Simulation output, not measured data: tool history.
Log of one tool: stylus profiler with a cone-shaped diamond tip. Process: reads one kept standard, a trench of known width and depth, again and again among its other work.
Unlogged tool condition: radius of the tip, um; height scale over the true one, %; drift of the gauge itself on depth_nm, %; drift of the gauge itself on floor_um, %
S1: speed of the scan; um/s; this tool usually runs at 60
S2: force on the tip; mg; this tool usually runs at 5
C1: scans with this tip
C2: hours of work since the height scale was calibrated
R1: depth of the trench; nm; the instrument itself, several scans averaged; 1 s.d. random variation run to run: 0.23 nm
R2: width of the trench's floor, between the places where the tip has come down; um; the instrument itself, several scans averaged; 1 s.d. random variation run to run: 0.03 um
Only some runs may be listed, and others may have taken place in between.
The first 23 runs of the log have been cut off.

run     day   S1     S2     C1    C2       R1     R2
 24  30.733   74   3.26  10170  1042  1015.18  25.23
 25  31.958   74   3.26  10349  1060  1015.49  25.19
 26  33.446   74   3.26  10567  1083  1015.72  25.27
 27  34.492   74  11.03  10720  1098  1029.76  25.37
 28  36.196   74  11.03  10970  1124  1029.79  25.41
 29  37.783   60   1.85  11203  1148  1011.83  25.13
 30  39.175  159  14.27  11407  1169  1035.41  25.16
 31  40.662   18      5  11625  1191  1019.17  25.45
 32  41.879   18      5  11803  1209  1019.66  25.41
 33  43.021   27    3.6  11971  1227  1016.39   25.3
 34   44.55   29   3.65  12195  1250  1016.85  25.36

Predict the results of run 35:
 35  46.317  46  4.73  12454  1276   ?   ?

{"run 35": {"R1": 1018.99, "R2": 25.28}}
Had the tool carried no hidden state, the very same run would have given R1 1014.77 nm, R2 26.35 um.

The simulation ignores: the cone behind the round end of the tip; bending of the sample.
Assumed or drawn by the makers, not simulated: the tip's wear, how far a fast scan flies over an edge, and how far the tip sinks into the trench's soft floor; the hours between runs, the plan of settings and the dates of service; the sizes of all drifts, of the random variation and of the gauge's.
